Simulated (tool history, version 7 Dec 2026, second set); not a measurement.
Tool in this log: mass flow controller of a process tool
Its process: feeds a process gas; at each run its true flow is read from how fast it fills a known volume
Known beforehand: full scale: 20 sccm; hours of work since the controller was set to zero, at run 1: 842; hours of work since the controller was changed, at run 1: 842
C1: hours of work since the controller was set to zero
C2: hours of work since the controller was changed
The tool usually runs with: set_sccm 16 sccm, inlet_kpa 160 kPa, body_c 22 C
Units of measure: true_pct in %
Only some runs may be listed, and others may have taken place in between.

{"run": 1, "hour": 0.0, "set_sccm": 16, "inlet_kpa": 160, "body_c": 22, "C1": 842, "C2": 842, "true_pct": 100.15}
{"run": 2, "hour": 31.1, "set_sccm": 16, "inlet_kpa": 160, "body_c": 22, "C1": 853, "C2": 853, "true_pct": 100.12}
{"run": 3, "hour": 88.7, "set_sccm": 16, "inlet_kpa": 160, "body_c": 22, "C1": 873, "C2": 873, "true_pct": 100.3}
{"run": 4, "hour": 135.0, "set_sccm": 16, "inlet_kpa": 160, "body_c": 22, "C1": 889, "C2": 889, "true_pct": 100.32}
{"run": 5, "hour": 170.1, "set_sccm": 16, "inlet_kpa": 160, "body_c": 22, "C1": 901, "C2": 901, "true_pct": 100.31}
{"run": 6, "hour": 204.0, "set_sccm": 16, "inlet_kpa": 184, "body_c": 22, "C1": 913, "C2": 913, "true_pct": 100.03}
{"run": 7, "hour": 256.3, "set_sccm": 16, "inlet_kpa": 160, "body_c": 22, "C1": 931, "C2": 931, "true_pct": 100.31}
{"run": 8, "hour": 295.3, "set_sccm": 16, "inlet_kpa": 218, "body_c": 22, "C1": 945, "C2": 945, "true_pct": 99.92}
{"run": 9, "hour": 327.5, "set_sccm": 16, "inlet_kpa": 160, "body_c": 22, "C1": 956, "C2": 956, "true_pct": 100.14}
{"run": 10, "hour": 381.4, "set_sccm": 16, "inlet_kpa": 205, "body_c": 22, "C1": 975, "C2": 975, "true_pct": 100.02}
{"run": 11, "hour": 450.5, "set_sccm": 16, "inlet_kpa": 205, "body_c": 24, "C1": 999, "C2": 999, "true_pct": 100.12}
{"run": 12, "hour": 512.2, "set_sccm": 16, "inlet_kpa": 205, "body_c": 24, "C1": 1020, "C2": 1020, "true_pct": 100.14}
{"run": 13, "hour": 555.8, "set_sccm": 16, "inlet_kpa": 205, "body_c": 24, "C1": 1035, "C2": 1035, "true_pct": 100.14}
{"run": 14, "hour": 620.5, "set_sccm": 16, "inlet_kpa": 166, "body_c": 22, "C1": 1057, "C2": 1057, "true_pct": 100.18}
{"run": 15, "hour": 683.7, "set_sccm": 16, "inlet_kpa": 166, "body_c": 22, "C1": 1079, "C2": 1079, "true_pct": 100.31}
{"hour": 689.5, "done": "controller's zero set anew"}
{"run": 16, "hour": 724.9, "set_sccm": 16, "inlet_kpa": 166, "body_c": 36, "C1": 12, "C2": 1094, "true_pct": 101.23}
{"run": 17, "hour": 775.5, "set_sccm": 9, "inlet_kpa": 143, "body_c": 38, "C1": 30, "C2": 1111, "true_pct": 100.98}
{"run": 18, "hour": 847.2, "set_sccm": 16, "inlet_kpa": 224, "body_c": 24, "C1": 55, "C2": 1136, "true_pct": 100.01}
{"run": 19, "hour": 916.6, "set_sccm": 16, "inlet_kpa": 172, "body_c": 24, "C1": 79, "C2": 1160, "true_pct": 100.31}
{"run": 20, "hour": 963.2, "set_sccm": 6, "inlet_kpa": 160, "body_c": 22, "C1": 95, "C2": 1176, "true_pct": 99.35}
{"run": 21, "hour": 1032.0, "set_sccm": 2, "inlet_kpa": 160, "body_c": 30, "C1": 119, "C2": 1200, "true_pct": 98.89}
{"run": 22, "hour": 1072.7, "set_sccm": 2, "inlet_kpa": 160, "body_c": 30, "C1": 133, "C2": 1214, "true_pct": 98.79}
{"hour": 1087.9, "done": "controller's zero set anew, once more"}
{"run": 23, "hour": 1144.5, "set_sccm": 17, "inlet_kpa": 267, "body_c": 34, "C1": 20, "C2": 1239, "true_pct": 100.63}
{"run": 24, "hour": 1205.5, "set_sccm": 10, "inlet_kpa": 181, "body_c": 22, "C1": 41, "C2": 1260, "true_pct": 99.88}
{"run": 25, "hour": 1280.7, "set_sccm": 10, "inlet_kpa": 181, "body_c": 22, "C1": 67, "C2": 1286, "true_pct": 99.87}
{"run": 26, "hour": 1315.1, "set_sccm": 4, "inlet_kpa": 232, "body_c": 22, "C1": 79, "C2": 1298, "true_pct": 99.22}
{"run": 27, "hour": 1357.3, "set_sccm": 8, "inlet_kpa": 143, "body_c": 22, "C1": 93, "C2": 1313, "true_pct": 99.94}
{"run": 28, "hour": 1393.0, "set_sccm": 8, "inlet_kpa": 143, "body_c": 22, "C1": 106, "C2": 1325, "true_pct": 99.92}
{"run": 29, "hour": 1451.9, "set_sccm": 6, "inlet_kpa": 260, "body_c": 30, "C1": 126, "C2": 1346, "true_pct": 99.54}
{"run": 30, "hour": 1515.4, "set_sccm": 3, "inlet_kpa": 221, "body_c": 37, "C1": 148, "C2": 1368, "true_pct": 100.15}
{"run": 31, "hour": 1583.2, "set_sccm": 12, "inlet_kpa": 227, "body_c": 22, "C1": 172, "C2": 1391, "true_pct": 99.69}

4 options for the next run, each taken on its own from the tool as it stands now. Forecast them:
{"run": "A", "hour": 1658.7, "set_sccm": 16, "inlet_kpa": 167, "body_c": 22, "C1": 198, "C2": 1417, "true_pct": "?"}
{"run": "B", "hour": 1658.7, "set_sccm": 15, "inlet_kpa": 206, "body_c": 30, "C1": 198, "C2": 1417, "true_pct": "?"}
{"run": "C", "hour": 1658.7, "set_sccm": 4, "inlet_kpa": 242, "body_c": 23, "C1": 198, "C2": 1417, "true_pct": "?"}
{"run": "D", "hour": 1658.7, "set_sccm": 2, "inlet_kpa": 170, "body_c": 22, "C1": 198, "C2": 1417, "true_pct": "?"}

run=A true_pct=100.49
run=B true_pct=100.80
run=C true_pct=99.06
run=D true_pct=99.38
What these runs would have given with no unlogged condition in the tool:
run=A true_pct=99.78
run=B true_pct=100.08
run=C true_pct=98.40
run=D true_pct=98.79
